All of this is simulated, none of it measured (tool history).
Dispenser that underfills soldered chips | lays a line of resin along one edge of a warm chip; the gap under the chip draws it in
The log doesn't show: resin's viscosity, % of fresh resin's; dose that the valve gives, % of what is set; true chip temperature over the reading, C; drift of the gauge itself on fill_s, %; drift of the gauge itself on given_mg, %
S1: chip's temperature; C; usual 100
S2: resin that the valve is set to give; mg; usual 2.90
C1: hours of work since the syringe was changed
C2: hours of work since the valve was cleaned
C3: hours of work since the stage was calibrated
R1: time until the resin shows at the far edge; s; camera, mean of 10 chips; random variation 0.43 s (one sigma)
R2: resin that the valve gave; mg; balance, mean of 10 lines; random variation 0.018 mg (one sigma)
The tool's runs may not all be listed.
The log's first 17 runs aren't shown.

run	hour	S1	S2	C1	C2	C3	R1	R2
18	65.7	99	2.90	4	101	199	39.9	2.81
# hour 69.0: new syringe of resin
19	70.2	99	2.90	1	105	203	34.6	2.81
20	74.5	99	2.90	4	108	206	41.2	2.77
# hour 77.0: new syringe of resin
21	79.9	100	2.80	2	112	210	37.7	2.70
22	82.2	98	2.80	4	113	212	43.8	2.70
# hour 84.9: new syringe of resin
23	85.0	95	3.33	0	115	213	36.7	3.19
24	88.6	113	2.54	3	118	216	27.6	2.44
# hour 92.7: new syringe of resin
25	92.7	113	2.54	0	121	219	24.3	2.41
26	96.9	103	3.28	3	124	222	35.4	3.16
# hour 100.1: dispensing valve cleaned and set on the balance
27	100.4	96	3.12	5	0	224	48.2	3.12
# hour 101.8: new syringe of resin
28	105.7	96	2.62	3	4	228	42.9	2.62
# hour 109.8: new syringe of resin
29	110.8	96	2.62	1	8	232	39.1	2.65
30	114.6	96	2.62	4	11	235	45.6	2.60
# hour 117.9: new syringe of resin
31	117.9	96	2.62	0	13	237	37.7	2.59
32	121.5	108	2.62	3	16	240	32.2	2.59
# hour 125.8: new syringe of resin
33	126.1	109	3.71	0	19	243	24.7	3.70
34	131.2	89	3.16	4	23	247	55.4	3.12
# hour 133.8: new syringe of resin
35	134.7	98	2.98	1	25	249	36.5	3.02

Forecast each of these 4 alternatives for the next run:
A	138.3	108	3.63	3	28	252	?	?
B	138.3	102	3.44	3	28	252	?	?
C	138.3	108	3.49	3	28	252	?	?
D	138.3	112	2.98	3	28	252	?	?

run	R1	R2
A	30.9	3.60
B	36.1	3.42
C	30.5	3.44
D	28.2	2.92
Without the tool's hidden state the same runs would have given:
run	R1	R2
A	24.6	3.63
B	28.6	3.45
C	24.2	3.47
D	22.4	2.94
